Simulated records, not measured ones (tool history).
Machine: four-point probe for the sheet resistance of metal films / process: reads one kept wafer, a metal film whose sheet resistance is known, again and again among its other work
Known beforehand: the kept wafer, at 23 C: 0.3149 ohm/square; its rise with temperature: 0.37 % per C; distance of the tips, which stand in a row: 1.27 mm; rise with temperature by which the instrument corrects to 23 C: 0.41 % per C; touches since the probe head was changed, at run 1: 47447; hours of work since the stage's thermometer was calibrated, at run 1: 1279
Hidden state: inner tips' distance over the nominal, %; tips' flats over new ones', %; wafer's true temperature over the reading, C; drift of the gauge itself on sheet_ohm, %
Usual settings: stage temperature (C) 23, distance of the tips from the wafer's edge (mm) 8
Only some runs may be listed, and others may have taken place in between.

run     day  stage temperature (C)  distance of the tips from the wafer's edge (mm)  touches since the probe head was changed  hours of work since the stage's thermometer was calibrated  sheet resistance as the instrument gives it (ohm/square)
  1   0.000                     23                                                8                                     47447                                                        1279                                                  0.319312
  2   1.362                     23                                                8                                     48340                                                        1300                                                  0.319380
  3   2.579                     23                                                8                                     49137                                                        1318                                                  0.319270
  4   4.942                     23                                                8                                     50685                                                        1354                                                  0.319346
  5   6.142                     23                                                3                                     51473                                                        1372                                                  0.342716
  6   7.771                     23                                                3                                     52540                                                        1396                                                  0.342742
  7   8.833                     23                                                3                                     53237                                                        1412                                                  0.342739
  8  10.617                     23                                                3                                     54406                                                        1439                                                  0.342673
  9  12.804                     23                                               13                                     55840                                                        1472                                                  0.317000
 10  14.054                     23                                               13                                     56660                                                        1491                                                  0.316837
 11  15.550                     23                                               13                                     57641                                                        1513                                                  0.316878
 12  17.642                     23                                               63                                     59012                                                        1545                                                  0.315440
 13  19.346                     23                                               63                                     60127                                                        1570                                                  0.315470
 14  21.667                     23                                                5                                     61650                                                        1605                                                  0.325959
 15  22.817                     18                                                8                                     62403                                                        1623                                                  0.320072
 16  25.188                     23                                               12                                     63956                                                        1658                                                  0.317413
 17  26.171                     24                                               18                                     64602                                                        1673                                                  0.316188
 18  28.225                     32                                               10                                     65949                                                        1704                                                  0.317182
 19  30.167                     32                                               10                                     67222                                                        1733                                                  0.317282
 20  31.529                     32                                               10                                     68115                                                        1754                                                  0.317143
 21  32.950                     25                                                7                                     69046                                                        1775                                                  0.320828
 22  34.600                     31                                               11                                     70128                                                        1800                                                  0.316935
 23  37.000                     26                                                8                                     71701                                                        1836                                                  0.319419
 24  38.200                     20                                                9                                     72488                                                        1854                                                  0.319271
 25  39.817                     19                                               29                                     73547                                                        1879                                                  0.316453
 26  41.433                     19                                               29                                     74606                                                        1903                                                  0.316424
 27  43.208                     19                                               29                                     75770                                                        1930                                                  0.316349
 28  45.062                     19                                               14                                     76984                                                        1957                                                  0.317599
 29  46.892                     22                                               15                                     78185                                                        1985                                                  0.317007

3 ways to go on from here, each from the tool as it stands after run 29. What would each give?
  A  48.521                     22                                               21                                     79253                                                        2010                                                         ?
  B  48.521                     18                                                4                                     79253                                                        2010                                                         ?
  C  48.521                     31                                               13                                     79253                                                        2010                                                         ?

run  sheet resistance as the instrument gives it (ohm/square)
  A                                                  0.316377
  B                                                  0.332486
  C                                                  0.316407
Without the tool's unlogged condition, the same runs would have read:
run  sheet resistance as the instrument gives it (ohm/square)
  A                                                  0.315549
  B                                                  0.331604
  C                                                  0.315602

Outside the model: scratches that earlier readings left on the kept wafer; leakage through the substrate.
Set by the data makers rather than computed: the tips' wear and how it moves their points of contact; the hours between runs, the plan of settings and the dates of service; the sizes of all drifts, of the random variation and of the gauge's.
